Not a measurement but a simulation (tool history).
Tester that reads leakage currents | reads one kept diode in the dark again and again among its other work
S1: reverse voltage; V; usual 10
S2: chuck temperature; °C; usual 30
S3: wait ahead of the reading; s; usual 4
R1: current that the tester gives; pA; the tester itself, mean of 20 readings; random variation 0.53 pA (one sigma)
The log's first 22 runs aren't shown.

run 23 hour=1615.1 | S1=3.8 S2=48 S3=2.81 | R1=510.46
run 24 hour=1701.5 | S1=14.9 S2=30 S3=1.45 | R1=209.5
run 25 hour=1777.2 | S1=1.2 S2=40 S3=4 | R1=156.49
run 26 hour=1825.7 | S1=1.6 S2=54 S3=1.68 | R1=553.47
run 27 hour=1867.5 | S1=12.9 S2=30 S3=0.81 | R1=197.63
run 28 hour=1921.7 | S1=12.9 S2=30 S3=0.81 | R1=198.5
run 29 hour=1967.4 | S1=1.3 S2=37 S3=8.59 | R1=124.46
run 30 hour=2039.3 | S1=1.3 S2=37 S3=8.59 | R1=123.75
run 31 hour=2093.8 | S1=3.4 S2=25 S3=5.26 | R1=66.76
run 32 hour=2158.3 | S1=3.4 S2=25 S3=5.26 | R1=67.13
run 33 hour=2246.7 | S1=3.4 S2=25 S3=5.26 | R1=66.93
run 34 hour=2332 | S1=10 S2=42 S3=1.07 | R1=469.67
run 35 hour=2388.1 | S1=2.8 S2=30 S3=0.39 | R1=95.76
run 36 hour=2441.7 | S1=10 S2=46 S3=6.4 | R1=638
run 37 hour=2506.8 | S1=10 S2=57 S3=1.37 | R1=1517.09
run 38 hour=2572.9 | S1=10 S2=57 S3=1.37 | R1=1506.02
run 39 hour=2660.5 | S1=10 S2=57 S3=1.37 | R1=1500.34

4 ways to go on from here, each from the tool as it stands after run 39. What would each give?
run A hour=2705.5 | S1=1.1 S2=35 S3=1.46 | R1=?
run B hour=2705.5 | S1=1.2 S2=30 S3=4 | R1=?
run C hour=2705.5 | S1=10 S2=32 S3=1.37 | R1=?
run D hour=2705.5 | S1=2.5 S2=57 S3=1.37 | R1=?

run=A R1=93.62
run=B R1=63.15
run=C R1=204.17
run=D R1=811.39
Without the tool's hidden state the same runs would have given:
run=A R1=103.82
run=B R1=69.43
run=C R1=211.87
run=D R1=898.81

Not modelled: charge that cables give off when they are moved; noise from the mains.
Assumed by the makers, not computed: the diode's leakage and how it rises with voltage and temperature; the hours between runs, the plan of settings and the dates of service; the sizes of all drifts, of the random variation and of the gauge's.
